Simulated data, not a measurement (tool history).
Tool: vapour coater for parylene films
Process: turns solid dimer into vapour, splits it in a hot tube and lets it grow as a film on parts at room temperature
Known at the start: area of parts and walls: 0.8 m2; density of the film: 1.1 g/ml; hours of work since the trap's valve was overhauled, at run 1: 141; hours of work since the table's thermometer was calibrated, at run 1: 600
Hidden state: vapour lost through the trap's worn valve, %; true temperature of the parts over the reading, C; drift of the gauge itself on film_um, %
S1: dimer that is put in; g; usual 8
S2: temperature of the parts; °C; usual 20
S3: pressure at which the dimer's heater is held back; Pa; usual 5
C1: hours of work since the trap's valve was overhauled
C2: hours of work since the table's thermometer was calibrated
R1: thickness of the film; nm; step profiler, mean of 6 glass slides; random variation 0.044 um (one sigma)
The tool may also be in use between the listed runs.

run	hour	S1	S2	S3	C1	C2	R1
1	0	8	20	5	141	600	4410
2	16	8	20	5	152	611	4340
3	28.7	8	20	5	161	620	4350
4	45.4	3	20	5	173	632	1600
5	62.6	3	20	5	185	644	1580
6	81.6	8	20	5	198	658	4190
7	104	8	20	5	214	674	4210
8	123.1	8	20	5	228	687	4130
9	144.2	9	23	2.14	243	702	4460
10	167	6	17	2.83	259	718	3910

The next listed run, before its measurement:
11	188.6	4	28	2.18	274	734	?

Run 11 gave R1 1540 nm.
Without the tool's hidden state the same run would have given R1 1860 nm.
